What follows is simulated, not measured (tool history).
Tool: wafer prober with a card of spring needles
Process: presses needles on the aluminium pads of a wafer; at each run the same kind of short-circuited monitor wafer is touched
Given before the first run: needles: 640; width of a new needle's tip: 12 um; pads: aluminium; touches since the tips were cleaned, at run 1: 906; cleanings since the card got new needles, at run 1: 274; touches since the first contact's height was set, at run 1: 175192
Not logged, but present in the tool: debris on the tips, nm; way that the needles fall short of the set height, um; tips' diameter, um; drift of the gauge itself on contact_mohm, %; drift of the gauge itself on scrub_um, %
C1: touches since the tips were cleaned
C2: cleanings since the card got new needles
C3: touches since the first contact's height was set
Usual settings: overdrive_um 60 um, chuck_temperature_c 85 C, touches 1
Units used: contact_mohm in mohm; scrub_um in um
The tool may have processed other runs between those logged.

run 1 hour=0.0 | overdrive_um=60 chuck_temperature_c=85 touches=1 | C1=906 C2=274 C3=175192 | contact_mohm=167 scrub_um=13.40
-- hour=3.5 tips cleaned on abrasive film
-- hour=9.3 tips cleaned on abrasive film
-- hour=15.0 tips cleaned on abrasive film
-- hour=20.8 tips cleaned on abrasive film
-- hour=26.6 tips cleaned on abrasive film
run 2 hour=27.0 | overdrive_um=60 chuck_temperature_c=45 touches=1 | C1=159 C2=279 C3=185984 | contact_mohm=134 scrub_um=13.45
-- hour=31.6 tips cleaned on abrasive film
-- hour=37.4 tips cleaned on abrasive film
-- hour=43.2 tips cleaned on abrasive film
-- hour=48.9 tips cleaned on abrasive film
-- hour=54.7 tips cleaned on abrasive film
-- hour=60.3 tips cleaned on abrasive film
run 3 hour=60.3 | overdrive_um=60 chuck_temperature_c=45 touches=1 | C1=0 C2=285 C3=199338 | contact_mohm=126 scrub_um=13.34
-- hour=66.1 tips cleaned on abrasive film
-- hour=71.9 tips cleaned on abrasive film
-- hour=77.7 tips cleaned on abrasive film
-- hour=83.4 tips cleaned on abrasive film
-- hour=89.2 tips cleaned on abrasive film
-- hour=95.0 tips cleaned on abrasive film
-- hour=100.7 tips cleaned on abrasive film
-- hour=103.3 height of the first contact set anew
run 4 hour=105.5 | overdrive_um=60 chuck_temperature_c=85 touches=1 | C1=1824 C2=292 C3=899 | contact_mohm=210 scrub_um=14.48
-- hour=106.8 tips cleaned on abrasive film
-- hour=112.5 tips cleaned on abrasive film
-- hour=118.3 tips cleaned on abrasive film
-- hour=124.1 tips cleaned on abrasive film
-- hour=128.7 tips cleaned on abrasive film
-- hour=134.5 tips cleaned on abrasive film
-- hour=139.1 tips cleaned on abrasive film
run 5 hour=141.1 | overdrive_um=60 chuck_temperature_c=85 touches=1 | C1=802 C2=299 C3=15108 | contact_mohm=166 scrub_um=14.48
-- hour=144.6 tips cleaned on abrasive film
-- hour=149.2 tips cleaned on abrasive film
-- hour=155.0 tips cleaned on abrasive film
-- hour=160.8 tips cleaned on abrasive film
-- hour=166.5 tips cleaned on abrasive film
-- hour=172.3 tips cleaned on abrasive film
-- hour=178.1 tips cleaned on abrasive film
-- hour=182.7 tips cleaned on abrasive film
-- hour=188.3 tips cleaned on abrasive film
run 6 hour=188.3 | overdrive_um=60 chuck_temperature_c=85 touches=1 | C1=0 C2=308 C3=33995 | contact_mohm=127 scrub_um=14.40
-- hour=194.1 tips cleaned on abrasive film
-- hour=199.9 tips cleaned on abrasive film
-- hour=205.6 tips cleaned on abrasive film
-- hour=211.4 tips cleaned on abrasive film
run 7 hour=212.5 | overdrive_um=60 chuck_temperature_c=85 touches=1 | C1=462 C2=312 C3=43703 | contact_mohm=154 scrub_um=14.33
-- hour=217.2 tips cleaned on abrasive film
-- hour=223.0 tips cleaned on abrasive film
-- hour=228.7 tips cleaned on abrasive film
-- hour=234.5 tips cleaned on abrasive film
-- hour=240.3 tips cleaned on abrasive film
-- hour=246.0 tips cleaned on abrasive film
-- hour=251.8 tips cleaned on abrasive film
-- hour=257.6 tips cleaned on abrasive film
run 8 hour=257.7 | overdrive_um=60 chuck_temperature_c=85 touches=1 | C1=35 C2=320 C3=61767 | contact_mohm=133 scrub_um=14.29
-- hour=262.3 tips cleaned on abrasive film
-- hour=266.9 tips cleaned on abrasive film
-- hour=272.7 tips cleaned on abrasive film
-- hour=278.5 tips cleaned on abrasive film
-- hour=284.2 tips cleaned on abrasive film
-- hour=290.0 tips cleaned on abrasive film
-- hour=295.8 tips cleaned on abrasive film
-- hour=300.4 tips cleaned on abrasive film
run 9 hour=304.8 | overdrive_um=56 chuck_temperature_c=25 touches=2 | C1=1782 C2=328 C3=80645 | contact_mohm=188 scrub_um=13.09
-- hour=306.0 tips cleaned on abrasive film
-- hour=310.7 tips cleaned on abrasive film
-- hour=316.4 tips cleaned on abrasive film
-- hour=322.2 tips cleaned on abrasive film
-- hour=328.0 tips cleaned on abrasive film
-- hour=333.7 tips cleaned on abrasive film
-- hour=339.5 tips cleaned on abrasive film
-- hour=345.3 tips cleaned on abrasive film
-- hour=351.1 tips cleaned on abrasive film
run 10 hour=351.7 | overdrive_um=78 chuck_temperature_c=25 touches=3 | C1=243 C2=337 C3=99380 | contact_mohm=115 scrub_um=18.25

Expected results for the next run?
-- hour=356.3 tips cleaned on abrasive film
-- hour=360.9 tips cleaned on abrasive film
-- hour=366.7 tips cleaned on abrasive film
-- hour=372.5 tips cleaned on abrasive film
-- hour=377.2 tips cleaned on abrasive film
run 11 hour=377.2 | overdrive_um=62 chuck_temperature_c=32 touches=3 | C1=0 C2=342 C3=109585 | contact_mohm=? scrub_um=?

Run 11 gave contact_mohm 114 mohm, scrub_um 14.35 um.
Take away the tool's hidden state, keep the run-to-run variation as it was, and the same run would have given contact_mohm 107 mohm, scrub_um 15.07 um.

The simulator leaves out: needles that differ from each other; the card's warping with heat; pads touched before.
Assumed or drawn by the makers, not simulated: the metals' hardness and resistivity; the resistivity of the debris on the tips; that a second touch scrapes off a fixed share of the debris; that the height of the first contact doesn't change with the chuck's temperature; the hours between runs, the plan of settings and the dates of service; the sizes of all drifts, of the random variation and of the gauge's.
